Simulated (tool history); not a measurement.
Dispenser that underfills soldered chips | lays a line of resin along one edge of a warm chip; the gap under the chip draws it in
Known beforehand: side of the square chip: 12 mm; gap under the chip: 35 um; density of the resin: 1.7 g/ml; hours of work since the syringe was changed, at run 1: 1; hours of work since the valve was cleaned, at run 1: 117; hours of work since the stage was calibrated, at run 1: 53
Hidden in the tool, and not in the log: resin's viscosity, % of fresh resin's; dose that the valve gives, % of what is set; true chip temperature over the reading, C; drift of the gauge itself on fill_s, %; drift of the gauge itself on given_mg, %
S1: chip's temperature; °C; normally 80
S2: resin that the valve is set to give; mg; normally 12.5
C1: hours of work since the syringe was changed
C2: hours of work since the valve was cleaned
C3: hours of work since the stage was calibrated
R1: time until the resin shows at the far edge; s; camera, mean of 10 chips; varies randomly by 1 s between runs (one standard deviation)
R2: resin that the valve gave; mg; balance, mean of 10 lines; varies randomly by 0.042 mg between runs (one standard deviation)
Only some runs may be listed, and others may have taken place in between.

run   hour  S1    S2  C1   C2   C3     R1     R2
  1      0  80  12.5   1  117   53    106  11.61
  2      4  80  12.5   4  120   56  118.4  11.64
  3    9.2  67  12.5   8  124   60  233.2  11.63
  4   13.5  67  12.5  11  127   63  263.8  11.59
      14.9  -- new syringe of resin
  5   18.3  67  12.5   2  130   66  184.3  11.53
  6   21.8  67  12.5   5  133   69  204.5  11.48
  7   24.4  80  12.5   7  135   71  138.6  11.53
  8   27.3  80  12.5   9  137   73  151.6  11.49
      31.1  -- new syringe of resin
  9   31.1  80  12.5   0  139   75  101.5  11.43
      33.1  -- dispensing valve cleaned and set on the balance
 10   36.1  80  13.3   3    2   78    112  13.17
 11     39  80  13.3   5    4   80  125.3  13.31
 12   41.9  80  13.3   7    6   82  136.9  13.21
 13   47.7  80  13.3  11   11   87  164.9  13.19
      48.5  -- new syringe of resin
 14   52.6  80  13.3   3   14   90  114.7   13.1
 15   58.7  80  12.8   7   18   95  138.6  12.57
      64.8  -- new syringe of resin
 16     65  66  12.5   0   23   99    166  12.24
 17   69.1  66  12.5   3   26  102  195.4  12.38
 18   73.8  66  12.5   7   29  105  220.7  12.28
 19   78.8  66  12.5  10   33  109  262.6  12.29
      81.1  -- new syringe of resin
 20   83.4  66  12.5   2   36  112  178.7  12.25
 21   86.6  66  12.5   4   39  115  204.1   12.2
 22   89.4  94  10.8   6   41  117   84.6   10.5
 23   92.9  72  12.6   9   43  119    200  12.26
      97.5  -- new syringe of resin
 24   99.3  72  12.6   1   48  124  140.9  12.22
 25  104.8  88  15.4   5   52  128   91.7  14.92
 26  110.4  88  15.4   9   56  132  113.4  14.82
     113.6  -- new syringe of resin
 27  115.1  66    12   1   59  135  181.2  11.61
 28  118.2  66    12   3   61  137  198.9  11.55
 29  123.4  66    12   7   65  141  235.5  11.53
 30  127.2  66  12.1  10   68  144    265  11.58
       130  -- new syringe of resin
 31  132.1  67    12   2   71  147  180.5  11.42
 32  134.9  67    12   4   73  149  200.1  11.46
 33  140.4  67    12   8   77  153  238.4  11.43
 34  144.5  91  12.5  11   80  156  113.7  11.95
     146.2  -- new syringe of resin
 35  150.3  74  14.9   3   84  160  138.2  14.13

Alternative continuations, all from the tool just after run 35; predict every row:
  A  153.2  84  14.7   5  86  162   ?   ?
  B  153.2  68  14.6   5  86  162   ?   ?
  C  153.2  84    15   5  86  162   ?   ?
  D  153.2  87    13   5  86  162   ?   ?

run     R1     R2
  A  107.9  13.86
  B  192.4  13.78
  C  106.3   14.2
  D   96.8  12.31
With the hidden condition removed and each run's random variation left untouched, the same runs would have given:
run     R1     R2
  A   84.5  14.63
  B  150.2  14.55
  C   83.1  14.99
  D   75.3  12.99
